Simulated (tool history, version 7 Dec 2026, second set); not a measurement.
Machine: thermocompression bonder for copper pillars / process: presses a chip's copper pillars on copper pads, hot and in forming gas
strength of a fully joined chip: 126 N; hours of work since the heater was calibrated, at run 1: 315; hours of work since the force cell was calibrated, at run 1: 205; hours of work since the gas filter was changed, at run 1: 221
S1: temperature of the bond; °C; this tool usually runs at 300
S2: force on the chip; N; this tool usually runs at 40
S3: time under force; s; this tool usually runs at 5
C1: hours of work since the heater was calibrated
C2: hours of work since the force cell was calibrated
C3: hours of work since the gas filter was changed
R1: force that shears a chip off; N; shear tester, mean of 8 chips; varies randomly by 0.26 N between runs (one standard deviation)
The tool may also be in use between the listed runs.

run 1 hour=0.0 | S1=300 S2=40 S3=5 | C1=315 C2=205 C3=221 | R1=52.0
run 2 hour=18.6 | S1=300 S2=40 S3=5 | C1=325 C2=216 C3=231 | R1=51.8
run 3 hour=33.0 | S1=300 S2=40 S3=5 | C1=334 C2=224 C3=239 | R1=51.6
run 4 hour=43.0 | S1=300 S2=40 S3=5 | C1=339 C2=230 C3=245 | R1=51.6
run 5 hour=51.4 | S1=300 S2=40 S3=5 | C1=344 C2=234 C3=250 | R1=51.4
-- hour=65.2 forming gas filter changed
run 6 hour=68.5 | S1=300 S2=40 S3=5 | C1=353 C2=244 C3=2 | R1=52.9
run 7 hour=78.2 | S1=300 S2=40 S3=5 | C1=359 C2=249 C3=7 | R1=52.8
run 8 hour=98.3 | S1=300 S2=40 S3=5 | C1=371 C2=261 C3=19 | R1=53.3
run 9 hour=112.8 | S1=300 S2=40 S3=7 | C1=379 C2=269 C3=27 | R1=59.6
run 10 hour=126.9 | S1=300 S2=40 S3=5 | C1=387 C2=277 C3=35 | R1=52.8
run 11 hour=146.8 | S1=300 S2=40 S3=5 | C1=398 C2=289 C3=47 | R1=52.9
run 12 hour=164.9 | S1=300 S2=40 S3=3 | C1=409 C2=299 C3=57 | R1=43.1
run 13 hour=180.7 | S1=300 S2=40 S3=14 | C1=418 C2=308 C3=66 | R1=74.9
run 14 hour=196.8 | S1=300 S2=40 S3=14 | C1=427 C2=317 C3=75 | R1=74.9
run 15 hour=213.3 | S1=300 S2=40 S3=5 | C1=436 C2=327 C3=85 | R1=52.4
run 16 hour=228.1 | S1=288 S2=40 S3=5 | C1=445 C2=335 C3=93 | R1=45.8
run 17 hour=236.7 | S1=306 S2=58 S3=3 | C1=450 C2=340 C3=98 | R1=59.5
run 18 hour=255.2 | S1=300 S2=28 S3=3 | C1=460 C2=351 C3=109 | R1=33.1
run 19 hour=275.5 | S1=294 S2=27 S3=4 | C1=472 C2=362 C3=120 | R1=34.1
run 20 hour=288.9 | S1=322 S2=24 S3=6 | C1=479 C2=370 C3=128 | R1=51.5
run 21 hour=304.7 | S1=292 S2=35 S3=6 | C1=488 C2=379 C3=137 | R1=47.4
run 22 hour=322.7 | S1=292 S2=35 S3=6 | C1=499 C2=389 C3=147 | R1=47.3
run 23 hour=338.6 | S1=279 S2=51 S3=5 | C1=508 C2=398 C3=156 | R1=48.9
run 24 hour=349.0 | S1=300 S2=32 S3=7 | C1=514 C2=404 C3=162 | R1=51.7

The next listed run, before its measurement:
run 25 hour=368.1 | S1=300 S2=48 S3=6 | C1=525 C2=415 C3=173 | R1=?

Run 25 yielded R1 63.5 N.
With no hidden state in the tool, this same run would have given R1 62.3 N.
